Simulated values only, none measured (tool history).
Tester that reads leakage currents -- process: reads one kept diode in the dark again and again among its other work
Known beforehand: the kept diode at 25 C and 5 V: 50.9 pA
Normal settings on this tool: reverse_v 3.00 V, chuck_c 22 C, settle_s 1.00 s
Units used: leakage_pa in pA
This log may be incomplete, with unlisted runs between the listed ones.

run 1 hour=0.0 | reverse_v=3.00 chuck_c=22 settle_s=1.00 | leakage_pa=33.39
-- hour=157.5 chuck's temperature calibrated
run 2 hour=221.9 | reverse_v=3.00 chuck_c=22 settle_s=1.00 | leakage_pa=36.42
run 3 hour=433.4 | reverse_v=3.00 chuck_c=22 settle_s=1.00 | leakage_pa=35.77
run 4 hour=539.4 | reverse_v=3.00 chuck_c=22 settle_s=1.00 | leakage_pa=35.61
-- hour=603.6 probe card cleaned and baked
run 5 hour=709.7 | reverse_v=2.52 chuck_c=22 settle_s=1.00 | leakage_pa=31.77
run 6 hour=819.7 | reverse_v=2.52 chuck_c=22 settle_s=1.00 | leakage_pa=31.61
run 7 hour=1010.0 | reverse_v=3.85 chuck_c=22 settle_s=1.00 | leakage_pa=36.01
run 8 hour=1219.0 | reverse_v=3.85 chuck_c=22 settle_s=1.00 | leakage_pa=35.50
run 9 hour=1368.6 | reverse_v=1.68 chuck_c=22 settle_s=1.00 | leakage_pa=26.20
-- hour=1421.3 chuck's temperature calibrated
run 10 hour=1497.5 | reverse_v=1.68 chuck_c=22 settle_s=1.00 | leakage_pa=29.31
run 11 hour=1726.6 | reverse_v=1.99 chuck_c=49 settle_s=1.34 | leakage_pa=229.23
run 12 hour=1837.5 | reverse_v=3.00 chuck_c=42 settle_s=0.96 | leakage_pa=158.82
run 13 hour=1935.0 | reverse_v=1.11 chuck_c=23 settle_s=5.01 | leakage_pa=26.52
run 14 hour=2091.8 | reverse_v=1.11 chuck_c=23 settle_s=3.48 | leakage_pa=26.21
run 15 hour=2214.6 | reverse_v=3.11 chuck_c=21 settle_s=6.56 | leakage_pa=30.89
run 16 hour=2417.0 | reverse_v=1.25 chuck_c=26 settle_s=1.11 | leakage_pa=33.93
run 17 hour=2591.4 | reverse_v=1.25 chuck_c=26 settle_s=0.72 | leakage_pa=33.61
-- hour=2672.6 chuck's temperature calibrated
run 18 hour=2814.9 | reverse_v=8.46 chuck_c=22 settle_s=1.00 | leakage_pa=52.94

4 options for the next run, each taken on its own from the tool as it stands now. Forecast them:
run A hour=2936.5 | reverse_v=10.58 chuck_c=22 settle_s=2.54 | leakage_pa=?
run B hour=2936.5 | reverse_v=16.48 chuck_c=22 settle_s=1.00 | leakage_pa=?
run C hour=2936.5 | reverse_v=7.32 chuck_c=22 settle_s=2.51 | leakage_pa=?
run D hour=2936.5 | reverse_v=16.78 chuck_c=29 settle_s=1.12 | leakage_pa=?

run=A leakage_pa=54.91
run=B leakage_pa=69.63
run=C leakage_pa=47.89
run=D leakage_pa=112.21
The same runs, with their run-to-run variation unchanged, on a tool lacking any hidden condition would have given:
run=A leakage_pa=52.03
run=B leakage_pa=64.66
run=C leakage_pa=46.10
run=D leakage_pa=107.90
